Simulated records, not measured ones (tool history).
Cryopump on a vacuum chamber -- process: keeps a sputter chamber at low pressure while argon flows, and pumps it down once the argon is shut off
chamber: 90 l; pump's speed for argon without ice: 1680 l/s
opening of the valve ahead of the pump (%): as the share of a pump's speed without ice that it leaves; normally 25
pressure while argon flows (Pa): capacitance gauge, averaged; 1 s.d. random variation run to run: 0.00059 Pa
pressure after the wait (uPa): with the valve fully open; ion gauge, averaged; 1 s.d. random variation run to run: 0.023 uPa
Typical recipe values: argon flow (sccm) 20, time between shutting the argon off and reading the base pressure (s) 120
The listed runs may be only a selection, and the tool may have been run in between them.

run   hour  argon flow (sccm)  time between shutting the argon off and reading the base pressure (s)  opening of the valve ahead of the pump (%)  pressure while argon flows (Pa)  pressure after the wait (uPa)
  1    0.0                 20                                                                    120                                          25                           0.0817                           1.39
  2   17.2                 20                                                                    120                                          25                           0.0809                           1.39
  3   45.7                 20                                                                    120                                          25                           0.0813                           1.39
  4   59.8                 19                                                                    120                                          25                           0.0772                           1.34
  5   74.9                 19                                                                    120                                          25                           0.0770                           1.39
  6   98.9                 19                                                                    120                                          25                           0.0784                           1.35
  7  114.4                 19                                                                    120                                          25                           0.0787                           1.42
  8  141.6                 20                                                                    223                                          25                           0.0831                           1.12
  9  171.4                 10                                                                     36                                          33                           0.0311                           2.95
 10  198.8                 25                                                                     49                                          33                           0.0786                           2.40
 11  215.7                 25                                                                     49                                          33                           0.0792                           2.44
 12  227.9                 25                                                                     49                                          33                           0.0789                           2.45
 13  244.5                 37                                                                     38                                          37                           0.1065                           2.95
 14  270.1                 37                                                                     38                                          37                           0.1056                           2.84
 15  286.2                 11                                                                     38                                          37                           0.0316                           2.81
 16  305.5                 17                                                                    120                                          25                           0.0712                           1.50

Forecast each of these 3 alternatives for the next run:
  A  333.5                 10                                                                     69                                          20                                ?                              ?
  B  333.5                  8                                                                    120                                          25                                ?                              ?
  C  333.5                 10                                                                     52                                          23                                ?                              ?

run  pressure while argon flows (Pa)  pressure after the wait (uPa)
  A                           0.0518                           1.99
  B                           0.0342                           1.55
  C                           0.0455                           2.37
Without the tool's hidden state the same runs would have given:
run  pressure while argon flows (Pa)  pressure after the wait (uPa)
  A                           0.0501                           1.29
  B                           0.0329                           0.85
  C                           0.0438                           1.68
